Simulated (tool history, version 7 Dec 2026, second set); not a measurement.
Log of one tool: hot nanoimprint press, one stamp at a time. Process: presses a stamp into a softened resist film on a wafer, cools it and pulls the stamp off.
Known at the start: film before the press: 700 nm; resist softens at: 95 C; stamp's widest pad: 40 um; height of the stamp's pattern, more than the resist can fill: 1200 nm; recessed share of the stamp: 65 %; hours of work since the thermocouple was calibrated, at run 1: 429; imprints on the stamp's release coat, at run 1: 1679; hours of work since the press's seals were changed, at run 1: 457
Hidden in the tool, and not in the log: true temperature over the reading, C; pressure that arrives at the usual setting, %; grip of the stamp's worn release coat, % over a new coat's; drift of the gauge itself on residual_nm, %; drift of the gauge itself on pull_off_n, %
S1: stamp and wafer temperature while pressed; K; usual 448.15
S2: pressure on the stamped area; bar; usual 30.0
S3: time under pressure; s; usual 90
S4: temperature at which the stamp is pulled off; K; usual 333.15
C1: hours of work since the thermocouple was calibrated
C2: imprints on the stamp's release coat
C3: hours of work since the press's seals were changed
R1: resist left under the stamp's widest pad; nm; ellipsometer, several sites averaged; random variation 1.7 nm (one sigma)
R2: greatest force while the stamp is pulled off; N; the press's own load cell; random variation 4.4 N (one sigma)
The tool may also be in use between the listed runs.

run   hour      S1    S2   S3      S4   C1    C2   C3     R1   R2
  1    0.0  448.15  30.0   90  333.15  429  1679  457  351.9  340
  2   23.5  448.15  30.0   90  333.15  439  1735  467  357.1  329
  3   45.2  448.15  30.0   90  333.15  448  1788  476  353.5  336
  4   59.4  448.15  30.0   90  333.15  454  1822  482  352.4  344
      78.0  -- stamp cleaned and given a new release coat
  5   81.7  448.15  30.0   90  327.15  460     9  488  352.6  250
  6  108.4  448.15  30.0   90  327.15  471    73  499  357.1  258
  7  132.9  448.15  30.0   90  327.15  482   132  509  357.3  260
  8  160.1  448.15  30.0   90  327.15  493   197  521  355.7  281
  9  185.8  448.15  30.0   90  325.15  503   258  531  357.4  289
 10  209.3  448.15  30.0   90  325.15  513   315  541  356.6  300
 11  229.0  448.15  30.0   90  325.15  521   362  549  358.4  295
 12  245.3  448.15  30.0   90  325.15  528   401  556  360.2  300
 13  272.4  448.15  30.0   88  333.15  539   466  567  365.8  257
 14  288.0  448.15  30.0   88  333.15  546   503  573  364.5  258
 15  302.9  448.15  30.0   88  333.15  552   539  580  366.7  253
 16  323.4  448.15  30.0   79  333.15  560   589  588  377.0  268
 17  341.9  448.15  30.0   79  333.15  568   633  596  376.8  273
 18  366.1  448.15  32.4   79  323.15  578   691  606  364.8  335
     377.3  -- plate thermocouple calibrated
 19  389.4  448.15  34.7  167  333.15    5   740  614  248.5  262
 20  418.7  457.15  34.7   52  320.15   17   810  626  274.4  347
 21  440.4  454.15  43.3  167  335.15   26   862  635  175.6  257
 22  468.5  443.15  29.1   90  333.15   38   929  647  410.2  264
 23  480.6  443.15  29.1   90  333.15   43   958  652  405.4  261
 24  509.6  446.15  41.9  142  331.15   55  1028  664  264.0  293
 25  525.1  457.15  43.8  106  328.15   61  1065  670  188.7  325
 26  545.6  457.15  43.8  106  331.15   69  1114  678  187.9  294
 27  573.6  450.15  35.2   67  321.15   81  1181  690  322.6  357

Forecast each of these 3 alternatives for the next run:
  A  602.1  450.15  35.2  47  321.15  93  1250  702   ?   ?
  B  602.1  439.15  30.0  47  318.15  93  1250  702   ?   ?
  C  602.1  450.15  26.7  56  319.15  93  1250  702   ?   ?

run     R1   R2
  A  365.2  374
  B  537.2  398
  C  385.7  388
Without the tool's hidden state the same runs would have given:
run     R1   R2
  A  348.1  277
  B  522.3  295
  C  371.1  288
